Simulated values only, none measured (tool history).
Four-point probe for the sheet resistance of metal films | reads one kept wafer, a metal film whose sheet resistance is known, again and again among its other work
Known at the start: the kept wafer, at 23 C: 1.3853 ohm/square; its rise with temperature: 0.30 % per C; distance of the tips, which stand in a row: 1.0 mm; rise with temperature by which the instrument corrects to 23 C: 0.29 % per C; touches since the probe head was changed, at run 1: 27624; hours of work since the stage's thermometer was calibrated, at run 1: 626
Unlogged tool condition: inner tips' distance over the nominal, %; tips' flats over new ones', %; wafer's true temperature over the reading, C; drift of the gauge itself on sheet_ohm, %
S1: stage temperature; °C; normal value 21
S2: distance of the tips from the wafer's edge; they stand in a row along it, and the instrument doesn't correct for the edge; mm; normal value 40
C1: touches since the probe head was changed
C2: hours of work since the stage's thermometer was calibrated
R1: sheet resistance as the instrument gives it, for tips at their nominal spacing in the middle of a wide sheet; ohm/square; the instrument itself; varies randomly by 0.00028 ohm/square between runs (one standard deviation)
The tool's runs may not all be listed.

run,hour,S1,S2,C1,C2,R1
1,0,21,40,27624,626,1.391865
2,126.8,24,40,29501,702,1.392674
3,218.8,25,40,30863,757,1.392764
4,339.6,20,40,32651,829,1.391966
5,439.4,20,40,34128,889,1.391539
6,557.1,20,40,35871,960,1.391318
7,650.1,20,40,37248,1015,1.391122
# hour 656.3: stage's thermometer calibrated
8,775.5,20,40,39096,71,1.391638
9,886,20,40,40733,138,1.391024
10,976.9,21,40,42078,192,1.391744
11,1053.4,21,40,43211,238,1.39082
12,1130.4,21,40,44351,284,1.390547
13,1193.6,26,39,45287,322,1.391954
14,1265.4,26,40,46350,365,1.391601
15,1351.4,33,39,47622,416,1.393777
# hour 1370.1: stage's thermometer calibrated, once more
16,1456.7,33,60,49174,52,1.391516
17,1576.4,33,15,50946,124,1.394247
18,1641.3,28,3,51906,162,1.467946
19,1760.5,27,17,53671,234,1.392084
20,1838,34,13,54818,280,1.395333
21,1903.3,21,51,55785,319,1.388956
22,1971.3,20,17,56792,360,1.390706
23,2089.4,18,38,58540,431,1.388171
24,2174.7,18,38,59803,482,1.387783

Each row is a separate what-if for the run after 24, all from the same tool condition, not one after another. Results?
A,2307.5,21,4,61769,561,?
B,2307.5,20,56,61769,561,?
C,2307.5,24,54,61769,561,?

run,R1
A,1.432706
B,1.387754
C,1.38861
The same runs, with their run-to-run variation unchanged, on a tool lacking any hidden condition would have given:
run,R1
A,1.42984
B,1.384971
C,1.385829
